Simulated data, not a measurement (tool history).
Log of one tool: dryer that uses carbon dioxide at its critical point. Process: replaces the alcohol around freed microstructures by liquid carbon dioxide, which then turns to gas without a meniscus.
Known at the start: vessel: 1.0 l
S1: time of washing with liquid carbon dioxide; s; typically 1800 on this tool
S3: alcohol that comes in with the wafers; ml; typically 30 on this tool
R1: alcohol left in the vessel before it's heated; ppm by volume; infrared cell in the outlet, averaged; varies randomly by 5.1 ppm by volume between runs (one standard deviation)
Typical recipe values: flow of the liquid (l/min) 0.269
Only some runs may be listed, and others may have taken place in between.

run 1 hour=0.0 | S1=1800 flow_of_the_liquid_(l/min)=0.269 S3=30 | R1=209
run 2 hour=13.7 | S1=1800 flow_of_the_liquid_(l/min)=0.269 S3=21 | R1=138
run 3 hour=24.9 | S1=1800 flow_of_the_liquid_(l/min)=0.269 S3=21 | R1=164
run 4 hour=37.0 | S1=1800 flow_of_the_liquid_(l/min)=0.274 S3=30 | R1=200
run 5 hour=50.9 | S1=1800 flow_of_the_liquid_(l/min)=0.391 S3=30 | R1=37
run 6 hour=69.2 | S1=1800 flow_of_the_liquid_(l/min)=0.391 S3=30 | R1=47
-- hour=71.9 inlet filter changed
run 7 hour=79.9 | S1=1800 flow_of_the_liquid_(l/min)=0.391 S3=30 | R1=37
run 8 hour=91.9 | S1=1800 flow_of_the_liquid_(l/min)=0.277 S3=30 | R1=88
run 9 hour=101.6 | S1=1800 flow_of_the_liquid_(l/min)=0.255 S3=118 | R1=439
run 10 hour=113.6 | S1=2700 flow_of_the_liquid_(l/min)=0.293 S3=107 | R1=31
run 11 hour=128.0 | S1=1200 flow_of_the_liquid_(l/min)=0.269 S3=28 | R1=555
run 12 hour=140.4 | S1=1380 flow_of_the_liquid_(l/min)=0.358 S3=32 | R1=94
run 13 hour=158.3 | S1=1380 flow_of_the_liquid_(l/min)=0.358 S3=32 | R1=105
run 14 hour=173.8 | S1=1380 flow_of_the_liquid_(l/min)=0.220 S3=32 | R1=884
run 15 hour=190.4 | S1=2880 flow_of_the_liquid_(l/min)=0.162 S3=108 | R1=448

Forecast each of these 5 alternatives for the next run:
run A hour=208.4 | S1=1800 flow_of_the_liquid_(l/min)=0.300 S3=23 | R1=?
run B hour=208.4 | S1=2880 flow_of_the_liquid_(l/min)=0.271 S3=35 | R1=?
run C hour=208.4 | S1=1440 flow_of_the_liquid_(l/min)=0.387 S3=27 | R1=?
run D hour=208.4 | S1=1200 flow_of_the_liquid_(l/min)=0.374 S3=23 | R1=?
run E hour=208.4 | S1=2220 flow_of_the_liquid_(l/min)=0.342 S3=31 | R1=?

run=A R1=62
run=B R1=33
run=C R1=48
run=D R1=118
run=E R1=40
With the hidden condition removed and each run's random variation left untouched, the same runs would have given:
run=A R1=30
run=B R1=7
run=C R1=18
run=D R1=79
run=E R1=13

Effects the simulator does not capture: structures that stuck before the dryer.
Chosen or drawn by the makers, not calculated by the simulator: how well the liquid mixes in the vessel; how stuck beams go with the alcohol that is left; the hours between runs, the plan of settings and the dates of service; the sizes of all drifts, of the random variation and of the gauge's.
